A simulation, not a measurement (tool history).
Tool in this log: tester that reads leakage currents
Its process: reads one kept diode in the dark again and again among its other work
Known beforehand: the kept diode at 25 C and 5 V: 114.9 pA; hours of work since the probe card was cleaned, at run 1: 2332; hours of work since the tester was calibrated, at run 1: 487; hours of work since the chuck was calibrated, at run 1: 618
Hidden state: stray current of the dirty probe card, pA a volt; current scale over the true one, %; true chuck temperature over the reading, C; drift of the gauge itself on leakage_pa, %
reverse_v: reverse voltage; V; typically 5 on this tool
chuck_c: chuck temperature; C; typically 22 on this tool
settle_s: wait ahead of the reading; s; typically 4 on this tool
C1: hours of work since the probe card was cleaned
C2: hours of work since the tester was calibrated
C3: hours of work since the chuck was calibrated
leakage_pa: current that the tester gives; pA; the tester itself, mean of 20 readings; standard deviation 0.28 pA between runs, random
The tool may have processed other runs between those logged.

run 1 hour=0 | reverse_v=5 chuck_c=22 settle_s=4 | C1=2332 C2=487 C3=618 | leakage_pa=94.62
run 2 hour=189.8 | reverse_v=5 chuck_c=22 settle_s=4 | C1=2448 C2=603 C3=734 | leakage_pa=94.61
run 3 hour=295.4 | reverse_v=5 chuck_c=22 settle_s=4 | C1=2513 C2=667 C3=799 | leakage_pa=93.56
-- hour=412.5 probe card cleaned and baked
run 4 hour=432.8 | reverse_v=5 chuck_c=24 settle_s=4 | C1=12 C2=749 C3=881 | leakage_pa=99.76
run 5 hour=544.3 | reverse_v=5 chuck_c=24 settle_s=4 | C1=80 C2=818 C3=949 | leakage_pa=100.09
run 6 hour=665 | reverse_v=5 chuck_c=24 settle_s=4 | C1=154 C2=891 C3=1023 | leakage_pa=98.93
run 7 hour=918.1 | reverse_v=5 chuck_c=22 settle_s=4 | C1=309 C2=1046 C3=1177 | leakage_pa=84.66
run 8 hour=1165.3 | reverse_v=5 chuck_c=22 settle_s=4 | C1=460 C2=1197 C3=1328 | leakage_pa=84.21
run 9 hour=1348.8 | reverse_v=5 chuck_c=22 settle_s=4 | C1=572 C2=1309 C3=1440 | leakage_pa=83.5
run 10 hour=1518.5 | reverse_v=5 chuck_c=22 settle_s=4 | C1=675 C2=1413 C3=1544 | leakage_pa=82.31
run 11 hour=1774.8 | reverse_v=5 chuck_c=22 settle_s=4 | C1=832 C2=1569 C3=1700 | leakage_pa=81.97
run 12 hour=1976 | reverse_v=11.62 chuck_c=22 settle_s=4 | C1=955 C2=1692 C3=1823 | leakage_pa=133.6
run 13 hour=2106.3 | reverse_v=5 chuck_c=22 settle_s=4 | C1=1034 C2=1772 C3=1903 | leakage_pa=80.77
run 14 hour=2316.8 | reverse_v=5.69 chuck_c=22 settle_s=4 | C1=1163 C2=1900 C3=2031 | leakage_pa=86.84
run 15 hour=2422.4 | reverse_v=13.64 chuck_c=22 settle_s=4 | C1=1228 C2=1965 C3=2096 | leakage_pa=145.54
-- hour=2450.7 chuck's temperature calibrated
run 16 hour=2621.1 | reverse_v=13.64 chuck_c=22 settle_s=4 | C1=1348 C2=2085 C3=104 | leakage_pa=168.82
run 17 hour=2808 | reverse_v=13.64 chuck_c=22 settle_s=4 | C1=1462 C2=2199 C3=218 | leakage_pa=168.84
run 18 hour=2926.5 | reverse_v=13.64 chuck_c=22 settle_s=4 | C1=1534 C2=2271 C3=291 | leakage_pa=167.63
run 19 hour=3125 | reverse_v=13.64 chuck_c=22 settle_s=4 | C1=1655 C2=2392 C3=412 | leakage_pa=167.07
run 20 hour=3370.1 | reverse_v=13.64 chuck_c=22 settle_s=4 | C1=1805 C2=2542 C3=562 | leakage_pa=167.09
run 21 hour=3621.4 | reverse_v=8.01 chuck_c=47 settle_s=0.86 | C1=1959 C2=2696 C3=715 | leakage_pa=694.83
run 22 hour=3810 | reverse_v=8.01 chuck_c=47 settle_s=0.86 | C1=2074 C2=2811 C3=830 | leakage_pa=689.79
run 23 hour=4038.2 | reverse_v=5 chuck_c=39 settle_s=4.77 | C1=2213 C2=2950 C3=970 | leakage_pa=301.56
run 24 hour=4269.9 | reverse_v=5 chuck_c=39 settle_s=4.77 | C1=2355 C2=3092 C3=1111 | leakage_pa=299.03
run 25 hour=4471 | reverse_v=5 chuck_c=39 settle_s=4.77 | C1=2477 C2=3215 C3=1234 | leakage_pa=297.91
-- hour=4631.1 probe card cleaned and baked
run 26 hour=4733.7 | reverse_v=1.98 chuck_c=56 settle_s=2.05 | C1=63 C2=3373 C3=1392 | leakage_pa=539.35
run 27 hour=4943.4 | reverse_v=5.36 chuck_c=21 settle_s=0.91 | C1=191 C2=3501 C3=1521 | leakage_pa=77.76
run 28 hour=5058.2 | reverse_v=5.36 chuck_c=21 settle_s=0.91 | C1=261 C2=3571 C3=1591 | leakage_pa=77.88
run 29 hour=5177.7 | reverse_v=5.36 chuck_c=21 settle_s=0.91 | C1=334 C2=3644 C3=1664 | leakage_pa=77.63
run 30 hour=5439.2 | reverse_v=10.14 chuck_c=42 settle_s=4 | C1=494 C2=3804 C3=1823 | leakage_pa=511.39
run 31 hour=5640.1 | reverse_v=8.04 chuck_c=25 settle_s=4.97 | C1=616 C2=3927 C3=1946 | leakage_pa=129.36
run 32 hour=5882.2 | reverse_v=8.04 chuck_c=25 settle_s=4.97 | C1=764 C2=4075 C3=2094 | leakage_pa=128.67
-- hour=5910.1 chuck's temperature calibrated
run 33 hour=6131.4 | reverse_v=8.04 chuck_c=25 settle_s=4.97 | C1=915 C2=4226 C3=135 | leakage_pa=151.13
-- hour=6380.7 tester calibrated
run 34 hour=6383.2 | reverse_v=17.57 chuck_c=53 settle_s=5.96 | C1=1068 C2=2 C3=288 | leakage_pa=1635.65
run 35 hour=6557.8 | reverse_v=2.11 chuck_c=22 settle_s=5.26 | C1=1174 C2=108 C3=394 | leakage_pa=55.18
run 36 hour=6809.2 | reverse_v=2.11 chuck_c=22 settle_s=5.26 | C1=1328 C2=262 C3=548 | leakage_pa=54.92
run 37 hour=7014.7 | reverse_v=1.15 chuck_c=34 settle_s=1.03 | C1=1453 C2=387 C3=673 | leakage_pa=93.85
run 38 hour=7129.8 | reverse_v=1.15 chuck_c=34 settle_s=1.03 | C1=1524 C2=457 C3=744 | leakage_pa=93.65
run 39 hour=7337.2 | reverse_v=5.91 chuck_c=27 settle_s=4 | C1=1650 C2=584 C3=870 | leakage_pa=141.42

A few steps of leakage_pa between consecutive runs. Split each: what settings, incoming material and random variation would produce without the hidden state, and what is left over for the hidden state, along with gauge scatter present in only one of the two compared results (measured, and without hidden state):
Run 20 -> 21: reverse_v 13.64 -> 8.01, chuck_c 22 -> 47, settle_s 4 -> 0.86. leakage_pa +527.74 pA: hidden state -38.05, all else +565.79.
Run 26 -> 27: reverse_v 1.98 -> 5.36, chuck_c 56 -> 21, settle_s 2.05 -> 0.91. leakage_pa -461.59 pA: hidden state +47.58, all else -509.17.
Run 29 -> 30: reverse_v 5.36 -> 10.14, chuck_c 21 -> 42, settle_s 0.91 -> 4. leakage_pa +433.76 pA: hidden state -65.2, all else +498.96.
Run 30 -> 31: reverse_v 10.14 -> 8.04, chuck_c 42 -> 25, settle_s 4 -> 4.97. leakage_pa -382.03 pA: hidden state +55.81, all else -437.84.
Run 33 -> 34: reverse_v 8.04 -> 17.57, chuck_c 25 -> 53, settle_s 4.97 -> 5.96, tester calibrated. leakage_pa +1484.52 pA: hidden state -33.09, all else +1517.61.
Run 34 -> 35: reverse_v 17.57 -> 2.11, chuck_c 53 -> 22, settle_s 5.96 -> 5.26. leakage_pa -1580.47 pA: hidden state +32.47, all else -1612.94.

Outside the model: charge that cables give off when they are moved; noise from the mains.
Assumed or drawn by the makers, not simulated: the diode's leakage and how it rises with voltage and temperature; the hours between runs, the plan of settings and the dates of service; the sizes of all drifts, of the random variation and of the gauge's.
